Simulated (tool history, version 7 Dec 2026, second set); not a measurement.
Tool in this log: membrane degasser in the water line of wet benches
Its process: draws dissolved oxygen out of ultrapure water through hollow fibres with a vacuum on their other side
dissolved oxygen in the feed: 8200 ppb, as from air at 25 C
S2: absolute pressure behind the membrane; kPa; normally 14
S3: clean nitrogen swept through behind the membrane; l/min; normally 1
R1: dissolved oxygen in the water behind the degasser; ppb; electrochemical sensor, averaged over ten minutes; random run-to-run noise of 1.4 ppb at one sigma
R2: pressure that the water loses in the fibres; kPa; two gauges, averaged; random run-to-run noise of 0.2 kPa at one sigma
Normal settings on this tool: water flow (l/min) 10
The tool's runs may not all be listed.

Run 1, hour 0: usual settings. Result: R1 256.1 ppb, R2 44.18 kPa.
Run 2, hour 179.6: usual settings. Result: R1 259.2 ppb, R2 43.73 kPa.
Run 3, hour 372.6: usual settings. Result: R1 256 ppb, R2 44.04 kPa.
Run 4, hour 540.5: usual settings. Result: R1 256.8 ppb, R2 44.15 kPa.
Run 5, hour 705.3: usual settings. Result: R1 256.3 ppb, R2 44.23 kPa.
Run 6, hour 817.7: usual settings but water flow (l/min) 9. Result: R1 230.6 ppb, R2 39.97 kPa.
Run 7, hour 919: usual settings. Result: R1 260.7 ppb, R2 43.59 kPa.
Run 8, hour 1012.9: usual settings. Result: R1 258.5 ppb, R2 43.91 kPa.
Run 9, hour 1195.6: usual settings but water flow (l/min) 8. Result: R1 208.2 ppb, R2 35.51 kPa.
Run 10, hour 1364.6: usual settings but water flow (l/min) 8. Result: R1 208.4 ppb, R2 35.71 kPa.
Run 11, hour 1534.3: usual settings but water flow (l/min) 8. Result: R1 207.9 ppb, R2 35.59 kPa.
Run 12, hour 1713.6: usual settings but water flow (l/min) 8. Result: R1 208.3 ppb, R2 35.29 kPa.

What does the tool deliver on the next run?
Run 13, hour 1827.1: usual settings but S3 0.51 l/min. Result: R1 ?, R2 ?.

{"run 13": {"R1": 462.1, "R2": 44.29}}
With no hidden state in the tool, this same run would have given R1 453.5 ppb, R2 41.59 kPa.
